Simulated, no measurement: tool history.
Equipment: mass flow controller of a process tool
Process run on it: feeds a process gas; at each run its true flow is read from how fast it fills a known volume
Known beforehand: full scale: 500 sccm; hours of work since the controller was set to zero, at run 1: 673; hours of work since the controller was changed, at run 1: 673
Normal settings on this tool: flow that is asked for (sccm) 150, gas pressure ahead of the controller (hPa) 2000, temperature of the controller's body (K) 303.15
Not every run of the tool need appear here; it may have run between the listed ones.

| run | day | flow that is asked for (sccm) | gas pressure ahead of the controller (hPa) | temperature of the controller's body (K) | hours of work since the controller was set to zero | hours of work since the controller was changed | true flow (%) |
|---|---|---|---|---|---|---|---|
| 1 | 0.000 | 150 | 2000 | 303.15 | 673 | 673 | 99.21 |
| 2 | 12.829 | 150 | 2000 | 303.15 | 793 | 793 | 99.24 |
| 3 | 25.408 | 150 | 2000 | 303.15 | 912 | 912 | 99.20 |
| 4 | 36.075 | 150 | 2000 | 303.15 | 1012 | 1012 | 99.09 |
| 5 | 49.546 | 150 | 2000 | 295.15 | 1139 | 1139 | 98.85 |
|  | 51.358 | controller's zero set anew |
| 6 | 69.517 | 150 | 2000 | 295.15 | 171 | 1326 | 98.87 |
| 7 | 80.804 | 150 | 2000 | 303.15 | 277 | 1433 | 99.18 |
|  | 90.033 | controller's zero set anew, once more |
| 8 | 97.179 | 150 | 2000 | 303.15 | 67 | 1586 | 98.59 |
| 9 | 107.542 | 106 | 1490 | 296.15 | 165 | 1684 | 98.26 |
| 10 | 123.250 | 106 | 1920 | 299.15 | 312 | 1832 | 98.34 |
| 11 | 133.075 | 106 | 1920 | 299.15 | 405 | 1924 | 98.38 |
| 12 | 152.704 | 102 | 2000 | 303.15 | 590 | 2109 | 98.49 |
| 13 | 165.367 | 158 | 2000 | 297.15 | 709 | 2228 | 98.36 |
| 14 | 184.579 | 84 | 2400 | 303.15 | 889 | 2409 | 98.56 |
| 15 | 199.288 | 84 | 2400 | 303.15 | 1028 | 2547 | 98.61 |

Branching from run 15: 3 alternative next runs. What would each branch give?
| A | 219.446 | 84 | 2400 | 298.15 | 1217 | 2737 | ? |
| B | 219.446 | 150 | 2000 | 295.15 | 1217 | 2737 | ? |
| C | 219.446 | 150 | 1920 | 300.15 | 1217 | 2737 | ? |

| run | true flow (%) |
|---|---|
| A | 98.46 |
| B | 98.06 |
| C | 98.43 |
Without the tool's hidden state the same runs would have given:
| run | true flow (%) |
|---|---|
| A | 98.70 |
| B | 98.66 |
| C | 99.04 |
